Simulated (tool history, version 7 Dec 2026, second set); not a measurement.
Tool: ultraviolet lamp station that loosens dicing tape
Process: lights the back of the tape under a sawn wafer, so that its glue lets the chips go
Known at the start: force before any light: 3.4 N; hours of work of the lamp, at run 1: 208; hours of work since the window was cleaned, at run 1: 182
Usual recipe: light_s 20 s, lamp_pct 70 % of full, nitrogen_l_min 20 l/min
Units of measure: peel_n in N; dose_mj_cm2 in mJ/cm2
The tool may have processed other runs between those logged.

run	hour	light_s	lamp_pct	nitrogen_l_min	hours of work of the lamp	hours of work since the window was cleaned	peel_n	dose_mj_cm2
1	0.0	20	70	20	208	182	0.238	315
2	9.1	20	70	20	214	188	0.245	307
3	22.7	20	70	20	224	197	0.244	313
4	36.1	20	70	20	233	207	0.251	308
5	41.9	20	70	20	237	210	0.248	313
6	55.5	10	70	20	246	220	0.861	151
7	62.1	10	70	20	250	224	0.832	152
# hour 63.2: window cleaned of glue's vapour
8	69.0	21	93	17	254	4	0.157	411
9	76.0	19	93	12	259	9	0.231	365
10	84.8	14	79	13	265	15	0.538	228
# hour 87.5: window cleaned of glue's vapour, once more
11	91.2	14	79	13	269	3	0.436	259
12	97.7	14	79	13	274	7	0.443	257
13	109.3	14	79	13	281	15	0.433	258
14	117.4	27	68	32	287	20	0.108	429

Some steps in peel_n between neighbouring runs. How much of each would the tool show without its hidden state too (settings, what came in, random variation), and how much is left for the hidden state, with any gauge scatter that isn't in both results?
Hidden conditions of the tool in this case: lamp's light, % of a new lamp's; light that the window lets through, % of a clean one's; drift of the gauge itself on peel_n, %; drift of the gauge itself on dose_mj_cm2, %.
Run 7 -> 8: light_s 10 -> 21, lamp_pct 70 -> 93, nitrogen_l_min 20 -> 17, window cleaned of glue's vapour. peel_n -0.675 N: hidden state -0.106, all else -0.569.
